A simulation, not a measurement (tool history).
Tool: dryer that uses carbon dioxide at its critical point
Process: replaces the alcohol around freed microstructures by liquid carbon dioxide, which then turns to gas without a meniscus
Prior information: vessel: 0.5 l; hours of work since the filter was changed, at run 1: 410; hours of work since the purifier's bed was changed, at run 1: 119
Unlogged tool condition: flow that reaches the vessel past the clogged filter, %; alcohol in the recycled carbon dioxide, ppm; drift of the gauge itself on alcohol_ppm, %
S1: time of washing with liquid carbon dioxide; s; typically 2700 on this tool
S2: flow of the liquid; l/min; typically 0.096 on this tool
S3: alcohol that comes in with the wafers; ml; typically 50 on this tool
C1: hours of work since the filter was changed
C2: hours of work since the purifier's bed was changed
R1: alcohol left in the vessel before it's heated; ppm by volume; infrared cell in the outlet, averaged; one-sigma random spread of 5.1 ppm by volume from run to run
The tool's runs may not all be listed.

{"run": 1, "hour": 0.0, "S1": 2700, "S2": 0.096, "S3": 50, "C1": 410, "C2": 119, "R1": 167}
{"run": 2, "hour": 6.9, "S1": 2700, "S2": 0.096, "S3": 50, "C1": 415, "C2": 123, "R1": 166}
{"run": 3, "hour": 13.2, "S1": 2700, "S2": 0.0693, "S3": 50, "C1": 419, "C2": 128, "R1": 972}
{"run": 4, "hour": 22.7, "S1": 2700, "S2": 0.0693, "S3": 50, "C1": 426, "C2": 135, "R1": 994}
{"run": 5, "hour": 29.4, "S1": 2700, "S2": 0.096, "S3": 50, "C1": 430, "C2": 139, "R1": 169}
{"run": 6, "hour": 36.7, "S1": 2700, "S2": 0.096, "S3": 21, "C1": 435, "C2": 144, "R1": 80}
{"run": 7, "hour": 43.0, "S1": 2700, "S2": 0.0744, "S3": 86, "C1": 440, "C2": 149, "R1": 1217}
{"run": 8, "hour": 53.4, "S1": 3780, "S2": 0.096, "S3": 28, "C1": 447, "C2": 156, "R1": 29}
{"run": 9, "hour": 61.1, "S1": 3780, "S2": 0.0613, "S3": 28, "C1": 452, "C2": 161, "R1": 221}
{"run": 10, "hour": 71.2, "S1": 2880, "S2": 0.1207, "S3": 28, "C1": 460, "C2": 168, "R1": 42}

For some of the steps in R1 from one run to the next: how much would appear even if the tool had no hidden state, given the settings, what came in and random variation, and how much remains for the hidden state plus any gauge scatter that the measured result and the result without hidden state don't share?
Run 7 -> 8: S1 2700 -> 3780, S2 0.0744 -> 0.096, S3 86 -> 28. R1 -1188 ppm by volume: hidden state -684, all else -504.

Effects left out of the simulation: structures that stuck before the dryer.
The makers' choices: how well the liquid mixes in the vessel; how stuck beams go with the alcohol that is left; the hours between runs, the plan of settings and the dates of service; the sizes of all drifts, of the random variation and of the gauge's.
